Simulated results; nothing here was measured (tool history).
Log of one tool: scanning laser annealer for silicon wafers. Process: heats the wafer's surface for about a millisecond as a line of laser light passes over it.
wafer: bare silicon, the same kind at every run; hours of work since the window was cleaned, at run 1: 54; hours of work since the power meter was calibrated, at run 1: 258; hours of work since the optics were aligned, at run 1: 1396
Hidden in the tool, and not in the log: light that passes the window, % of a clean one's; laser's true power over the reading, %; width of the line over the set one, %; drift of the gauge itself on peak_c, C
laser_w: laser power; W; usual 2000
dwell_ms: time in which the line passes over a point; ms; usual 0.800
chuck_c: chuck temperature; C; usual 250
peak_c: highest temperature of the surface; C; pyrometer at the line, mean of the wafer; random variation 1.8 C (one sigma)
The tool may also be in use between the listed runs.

run	hour	laser_w	dwell_ms	chuck_c	hours of work since the window was cleaned	hours of work since the power meter was calibrated	hours of work since the optics were aligned	peak_c
1	0.0	2000	0.800	250	54	258	1396	1037
2	14.8	2000	0.800	250	62	266	1404	1039
3	27.5	2000	0.800	250	69	273	1411	1036
4	44.6	2000	0.653	250	78	282	1420	964
5	55.5	2000	0.800	250	84	287	1426	1037
6	70.2	2131	0.800	250	92	295	1434	1102
7	77.5	2131	0.800	250	96	299	1438	1099
8	86.0	2131	0.800	250	100	304	1442	1100
9	98.9	2131	0.800	250	107	311	1449	1097
10	110.3	2131	0.800	250	113	317	1455	1098
11	125.9	2131	0.800	250	122	325	1463	1097
12	140.0	2131	0.800	250	129	333	1471	1095
13	150.2	2131	0.800	250	135	338	1476	1094
14	164.5	2131	0.800	250	142	346	1484	1094
15	180.4	2131	0.800	250	151	354	1493	1091
16	189.9	2131	0.800	250	156	359	1498	1095
17	203.7	2131	0.800	250	163	367	1505	1093
18	216.2	1864	0.606	250	170	373	1512	874
19	227.9	2000	0.800	215	176	379	1518	993
20	244.3	2000	0.965	215	185	388	1527	1066
21	260.7	1806	0.965	240	193	397	1535	989
22	270.5	1806	0.965	240	199	402	1541	987
23	282.7	1740	0.965	239	205	409	1547	953
24	299.3	2041	0.800	239	214	418	1556	1032
25	311.0	2000	0.863	272	220	424	1562	1077
26	319.4	1996	0.648	217	225	428	1567	914
27	331.6	1996	0.648	217	231	435	1573	914
28	348.0	2049	0.800	264	240	444	1582	1060
29	361.6	2000	0.800	245	247	451	1589	1017
30	373.1	2002	0.800	282	253	457	1595	1054

The same runs without the tool's hidden state, with the same run-to-run variation:
run	peak_c
1	1063
2	1066
3	1063
4	990
5	1065
6	1134
7	1131
8	1133
9	1130
10	1131
11	1131
12	1130
13	1130
14	1130
15	1127
16	1132
17	1130
18	903
19	1029
20	1106
21	1024
22	1023
23	988
24	1072
25	1118
26	950
27	950
28	1102
29	1058
30	1096

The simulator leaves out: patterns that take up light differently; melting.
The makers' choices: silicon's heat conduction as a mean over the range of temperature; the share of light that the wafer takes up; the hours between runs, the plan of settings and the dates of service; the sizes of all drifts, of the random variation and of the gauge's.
